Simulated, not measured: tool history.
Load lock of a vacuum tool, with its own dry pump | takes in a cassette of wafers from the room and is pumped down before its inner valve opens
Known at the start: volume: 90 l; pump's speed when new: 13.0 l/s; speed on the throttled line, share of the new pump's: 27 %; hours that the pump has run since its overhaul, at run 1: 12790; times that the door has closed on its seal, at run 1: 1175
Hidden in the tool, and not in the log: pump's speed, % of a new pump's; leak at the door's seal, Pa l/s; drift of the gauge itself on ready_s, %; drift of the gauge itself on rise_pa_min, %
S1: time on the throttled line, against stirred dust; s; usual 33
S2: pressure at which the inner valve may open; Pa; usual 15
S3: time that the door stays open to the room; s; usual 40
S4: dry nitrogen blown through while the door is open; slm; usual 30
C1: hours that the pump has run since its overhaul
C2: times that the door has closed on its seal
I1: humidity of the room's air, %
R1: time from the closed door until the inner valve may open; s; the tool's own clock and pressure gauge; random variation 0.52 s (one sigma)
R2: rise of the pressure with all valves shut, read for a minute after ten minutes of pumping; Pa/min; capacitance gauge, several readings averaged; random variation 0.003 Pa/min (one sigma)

run	hour	S1	S2	S3	S4	C1	C2	I1	R1	R2
1	0.0	33	15	40	30	12790	1175	45.7	93.3	0.019
2	115.0	33	15	40	30	12905	1455	43.8	93.0	0.020
3	295.7	33	15	40	30	13086	1896	46.3	93.8	0.021
4	449.4	45	15	40	30	13240	2271	43.8	100.6	0.019
5	588.2	33	15	40	30	13378	2610	47.1	93.0	0.028
6	704.0	33	15	40	30	13494	2892	42.7	91.8	0.019
7	839.2	33	15	40	30	13629	3222	45.9	93.4	0.022
8	1032.4	50	15	40	30	13823	3693	44.4	104.8	0.026
9	1174.6	33	15	40	30	13965	4040	44.5	93.4	0.018
10	1304.8	33	15	40	30	14095	4358	45.9	94.0	0.022
11	1392.9	33	15	40	30	14183	4573	45.2	93.6	0.024
12	1553.1	33	15	40	30	14343	4963	45.5	94.9	0.030
13	1720.3	33	15	40	30	14510	5371	44.3	93.8	0.027
14	1847.3	53	15	40	30	14638	5681	44.2	108.0	0.023
# hour 1911.6: dry pump taken out, an overhauled one fitted
15	1939.6	53	15	40	30	28	5891	45.3	99.8	0.024
16	2037.5	33	15	40	30	126	6130	41.7	84.7	0.026
17	2208.1	33	15	40	30	297	6546	45.7	85.9	0.024
18	2333.7	42	14	40	32	422	6853	44.7	93.0	0.028
19	2486.7	42	14	40	32	575	7226	48.0	92.5	0.028
20	2642.1	42	14	40	32	731	7605	43.5	93.0	0.028

Forecast run 21:
21	2736.7	33	18	68	30	825	7836	45.8	?	?

R1: 84.0 s
R2: 0.041 Pa/min
Without the tool's hidden state the same run would have given R1 83.6 s, R2 0.029 Pa/min.
